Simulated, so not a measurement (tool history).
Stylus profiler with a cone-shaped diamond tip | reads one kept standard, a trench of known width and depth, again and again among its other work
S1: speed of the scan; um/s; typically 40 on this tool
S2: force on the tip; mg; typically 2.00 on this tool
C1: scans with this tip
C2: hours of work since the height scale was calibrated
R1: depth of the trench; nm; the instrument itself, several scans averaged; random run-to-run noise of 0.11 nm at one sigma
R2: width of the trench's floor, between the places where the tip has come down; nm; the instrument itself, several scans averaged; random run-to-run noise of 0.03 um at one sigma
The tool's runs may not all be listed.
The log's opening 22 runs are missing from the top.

Run 23, hour 339.2: usual settings but S1 34 um/s, S2 0.74 mg; C1 14882; C2 1055. Result: R1 201.65 nm, R2 27800 nm.
Run 24, hour 353.2: usual settings but S1 23 um/s, S2 1.66 mg; C1 14987; C2 1062. Result: R1 202.58 nm, R2 28130 nm.
Run 25, hour 363.0: usual settings but S2 5.33 mg; C1 15061; C2 1067. Result: R1 205.47 nm, R2 28030 nm.
Run 26, hour 376.3: usual settings but S2 5.33 mg; C1 15160; C2 1074. Result: R1 205.52 nm, R2 28030 nm.
Run 27, hour 393.3: usual settings but S1 68 um/s, S2 3.84 mg; C1 15287; C2 1083. Result: R1 204.58 nm, R2 27940 nm.
Run 28, hour 408.8: usual settings but S1 68 um/s, S2 3.84 mg; C1 15403; C2 1092. Result: R1 204.43 nm, R2 27910 nm.
Run 29, hour 421.6: usual settings but S2 4.20 mg; C1 15499; C2 1098. Result: R1 204.89 nm, R2 28060 nm.
Run 30, hour 438.8: usual settings but S2 4.20 mg; C1 15628; C2 1107. Result: R1 204.80 nm, R2 28030 nm.
Run 31, hour 451.8: usual settings but S2 4.20 mg; C1 15725; C2 1114. Result: R1 204.71 nm, R2 28090 nm.
Run 32, hour 475.2: usual settings but S1 133 um/s, S2 1.96 mg; C1 15901; C2 1127. Result: R1 202.89 nm, R2 27330 nm.
Run 33, hour 498.7: usual settings but S1 133 um/s, S2 1.96 mg; C1 16076; C2 1139. Result: R1 202.94 nm, R2 27260 nm.
Run 34, hour 520.7: usual settings but S1 133 um/s, S2 1.96 mg; C1 16241; C2 1151. Result: R1 202.69 nm, R2 27250 nm.
Run 35, hour 534.5: usual settings but S1 103 um/s, S2 5.08 mg; C1 16344; C2 1158. Result: R1 205.33 nm, R2 27750 nm.
Run 36, hour 545.0: usual settings but S1 103 um/s, S2 5.08 mg; C1 16423; C2 1164. Result: R1 205.35 nm, R2 27730 nm.
Run 37, hour 567.0: usual settings but S1 84 um/s, S2 2.23 mg; C1 16587; C2 1175. Result: R1 203.13 nm, R2 27640 nm.
Run 38, hour 582.4: usual settings but S1 65 um/s, S2 5.67 mg; C1 16703; C2 1184. Result: R1 205.96 nm, R2 27950 nm.
Run 39, hour 606.0: usual settings but S1 89 um/s, S2 0.69 mg; C1 16879; C2 1196. Result: R1 201.33 nm, R2 27180 nm.

Each row is a separate what-if for the run after 39, all from the same tool condition, not one after another. Results?
Run A, hour 624.7: usual settings but S1 134 um/s, S2 3.35 mg; C1 17019; C2 1206. Result: R1 ?, R2 ?.
Run B, hour 624.7: usual settings but S1 34 um/s, S2 2.51 mg; C1 17019; C2 1206. Result: R1 ?, R2 ?.
Run C, hour 624.7: usual settings but S1 39 um/s, S2 2.94 mg; C1 17019; C2 1206. Result: R1 ?, R2 ?.

run      R1     R2
  A  203.79  27490
  B  203.20  28020
  C  203.72  27960
What these runs would have given with no unlogged condition in the tool:
run      R1     R2
  A  203.78  27500
  B  203.19  28030
  C  203.71  27970
